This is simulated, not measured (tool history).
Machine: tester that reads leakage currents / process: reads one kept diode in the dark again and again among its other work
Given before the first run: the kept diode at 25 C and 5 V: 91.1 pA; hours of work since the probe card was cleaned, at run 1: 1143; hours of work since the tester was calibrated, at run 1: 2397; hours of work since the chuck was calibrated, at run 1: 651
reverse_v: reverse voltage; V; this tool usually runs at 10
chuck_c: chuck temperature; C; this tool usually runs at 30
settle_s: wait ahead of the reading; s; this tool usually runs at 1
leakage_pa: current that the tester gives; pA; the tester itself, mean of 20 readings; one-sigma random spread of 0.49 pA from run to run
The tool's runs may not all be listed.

| run | hour | reverse_v | chuck_c | settle_s | hours of work since the probe card was cleaned | hours of work since the tester was calibrated | hours of work since the chuck was calibrated | leakage_pa |
|---|---|---|---|---|---|---|---|---|
| 1 | 0 | 10 | 30 | 1 | 1143 | 2397 | 651 | 182.7 |
| 2 | 161 | 10 | 30 | 1 | 1239 | 2493 | 747 | 185.98 |
|  | 175.9 | chuck's temperature calibrated |
| 3 | 262.2 | 10 | 30 | 1 | 1297 | 2551 | 51 | 178.39 |
| 4 | 417 | 10 | 30 | 1 | 1389 | 2643 | 143 | 181.72 |
| 5 | 576.1 | 10 | 30 | 1 | 1483 | 2737 | 237 | 183.95 |
| 6 | 669 | 10 | 30 | 1 | 1538 | 2792 | 292 | 183.61 |
| 7 | 787.6 | 19.7 | 54 | 4.44 | 1608 | 2862 | 362 | 1020.61 |
| 8 | 914.6 | 10 | 59 | 0.7 | 1683 | 2937 | 437 | 1112.2 |
|  | 967.1 | probe card cleaned and baked |
| 9 | 1030.7 | 10 | 59 | 0.7 | 38 | 3004 | 504 | 1104.09 |
| 10 | 1150.8 | 13.4 | 39 | 0.7 | 109 | 3075 | 575 | 352.02 |
| 11 | 1235.3 | 13.2 | 34 | 1 | 159 | 3125 | 625 | 251.68 |
| 12 | 1336.7 | 13.2 | 34 | 1 | 219 | 3185 | 685 | 253.73 |

Branching from run 12: 5 alternative next runs. What would each branch give?
|  | 1455.4 | chuck's temperature calibrated |
| A | 1490.2 | 9.4 | 37 | 0.48 | 308 | 3274 | 21 | ? |
|  | 1455.4 | chuck's temperature calibrated |
| B | 1490.2 | 6.4 | 22 | 5.91 | 308 | 3274 | 21 | ? |
|  | 1455.4 | chuck's temperature calibrated |
| C | 1490.2 | 15.2 | 30 | 1 | 308 | 3274 | 21 | ? |
|  | 1455.4 | chuck's temperature calibrated |
| D | 1490.2 | 14.2 | 30 | 1.93 | 308 | 3274 | 21 | ? |
|  | 1455.4 | chuck's temperature calibrated |
| E | 1490.2 | 1.3 | 58 | 1 | 308 | 3274 | 21 | ? |

| run | leakage_pa |
|---|---|
| A | 268.75 |
| B | 81.89 |
| C | 193.89 |
| D | 187.63 |
| E | 541.9 |
The same runs, with their run-to-run variation unchanged, on a tool lacking any hidden condition would have given:
| run | leakage_pa |
|---|---|
| A | 262.59 |
| B | 78.89 |
| C | 186.85 |
| D | 180.96 |
| E | 535.16 |

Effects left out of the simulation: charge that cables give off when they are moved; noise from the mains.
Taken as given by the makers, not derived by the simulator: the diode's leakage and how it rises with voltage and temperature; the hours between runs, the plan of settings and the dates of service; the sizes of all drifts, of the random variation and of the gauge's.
